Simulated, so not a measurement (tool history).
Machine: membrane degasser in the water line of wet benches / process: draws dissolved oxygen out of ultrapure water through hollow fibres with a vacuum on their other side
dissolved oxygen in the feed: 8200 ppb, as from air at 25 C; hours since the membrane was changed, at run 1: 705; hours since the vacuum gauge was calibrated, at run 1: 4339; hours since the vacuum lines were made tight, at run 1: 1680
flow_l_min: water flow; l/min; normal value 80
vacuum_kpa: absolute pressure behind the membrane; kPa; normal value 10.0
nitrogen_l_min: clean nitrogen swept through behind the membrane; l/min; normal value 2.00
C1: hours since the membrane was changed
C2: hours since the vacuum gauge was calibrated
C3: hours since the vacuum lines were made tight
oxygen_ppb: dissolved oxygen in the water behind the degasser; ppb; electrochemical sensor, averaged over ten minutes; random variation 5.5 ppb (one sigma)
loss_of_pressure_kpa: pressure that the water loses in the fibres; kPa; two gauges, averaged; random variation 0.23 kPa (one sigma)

run 1 hour=0.0 | flow_l_min=80 vacuum_kpa=10.0 nitrogen_l_min=2.00 | C1=705 C2=4339 C3=1680 | oxygen_ppb=542.8 loss_of_pressure_kpa=58.76
run 2 hour=119.0 | flow_l_min=80 vacuum_kpa=10.4 nitrogen_l_min=2.00 | C1=824 C2=4458 C3=1799 | oxygen_ppb=583.3 loss_of_pressure_kpa=58.51
run 3 hour=203.6 | flow_l_min=80 vacuum_kpa=9.2 nitrogen_l_min=2.00 | C1=909 C2=4543 C3=1884 | oxygen_ppb=485.4 loss_of_pressure_kpa=58.75
run 4 hour=290.7 | flow_l_min=80 vacuum_kpa=10.0 nitrogen_l_min=2.00 | C1=996 C2=4630 C3=1971 | oxygen_ppb=546.0 loss_of_pressure_kpa=58.34
run 5 hour=355.2 | flow_l_min=110 vacuum_kpa=10.0 nitrogen_l_min=2.00 | C1=1061 C2=4694 C3=2035 | oxygen_ppb=732.9 loss_of_pressure_kpa=80.69
run 6 hour=406.8 | flow_l_min=110 vacuum_kpa=10.0 nitrogen_l_min=2.00 | C1=1112 C2=4746 C3=2087 | oxygen_ppb=734.8 loss_of_pressure_kpa=81.16
run 7 hour=514.9 | flow_l_min=110 vacuum_kpa=10.0 nitrogen_l_min=2.00 | C1=1220 C2=4854 C3=2195 | oxygen_ppb=733.8 loss_of_pressure_kpa=80.74
run 8 hour=577.6 | flow_l_min=80 vacuum_kpa=17.4 nitrogen_l_min=2.00 | C1=1283 C2=4916 C3=2257 | oxygen_ppb=1034.6 loss_of_pressure_kpa=58.78
run 9 hour=656.0 | flow_l_min=64 vacuum_kpa=11.5 nitrogen_l_min=1.62 | C1=1361 C2=4995 C3=2336 | oxygen_ppb=620.0 loss_of_pressure_kpa=47.24
run 10 hour=757.3 | flow_l_min=64 vacuum_kpa=11.5 nitrogen_l_min=1.62 | C1=1463 C2=5096 C3=2437 | oxygen_ppb=631.6 loss_of_pressure_kpa=47.09
run 11 hour=855.6 | flow_l_min=54 vacuum_kpa=8.7 nitrogen_l_min=5.87 | C1=1561 C2=5195 C3=2536 | oxygen_ppb=124.1 loss_of_pressure_kpa=40.18
run 12 hour=945.5 | flow_l_min=127 vacuum_kpa=12.4 nitrogen_l_min=0.80 | C1=1651 C2=5284 C3=2625 | oxygen_ppb=1722.8 loss_of_pressure_kpa=93.39
run 13 hour=1016.5 | flow_l_min=103 vacuum_kpa=23.6 nitrogen_l_min=2.94 | C1=1722 C2=5355 C3=2696 | oxygen_ppb=1299.8 loss_of_pressure_kpa=76.00
run 14 hour=1073.6 | flow_l_min=71 vacuum_kpa=9.2 nitrogen_l_min=2.88 | C1=1779 C2=5412 C3=2753 | oxygen_ppb=334.0 loss_of_pressure_kpa=52.66
run 15 hour=1188.7 | flow_l_min=52 vacuum_kpa=9.2 nitrogen_l_min=2.88 | C1=1894 C2=5528 C3=2869 | oxygen_ppb=240.4 loss_of_pressure_kpa=38.68

Each row is a separate what-if for the run after 15, all from the same tool condition, not one after another. Results?
run A hour=1269.2 | flow_l_min=58 vacuum_kpa=9.5 nitrogen_l_min=1.89 | C1=1975 C2=5608 C3=2949 | oxygen_ppb=? loss_of_pressure_kpa=?
run B hour=1269.2 | flow_l_min=52 vacuum_kpa=13.2 nitrogen_l_min=1.01 | C1=1975 C2=5608 C3=2949 | oxygen_ppb=? loss_of_pressure_kpa=?
run C hour=1269.2 | flow_l_min=52 vacuum_kpa=9.2 nitrogen_l_min=4.87 | C1=1975 C2=5608 C3=2949 | oxygen_ppb=? loss_of_pressure_kpa=?
run D hour=1269.2 | flow_l_min=52 vacuum_kpa=9.2 nitrogen_l_min=1.65 | C1=1975 C2=5608 C3=2949 | oxygen_ppb=? loss_of_pressure_kpa=?

run=A oxygen_ppb=392.2 loss_of_pressure_kpa=43.07
run=B oxygen_ppb=892.6 loss_of_pressure_kpa=38.36
run=C oxygen_ppb=153.7 loss_of_pressure_kpa=38.72
run=D oxygen_ppb=387.0 loss_of_pressure_kpa=38.37
Had the tool no hidden state, the same runs would have come out as:
run=A oxygen_ppb=391.7 loss_of_pressure_kpa=42.63
run=B oxygen_ppb=891.8 loss_of_pressure_kpa=37.97
run=C oxygen_ppb=153.5 loss_of_pressure_kpa=38.33
run=D oxygen_ppb=386.4 loss_of_pressure_kpa=37.98
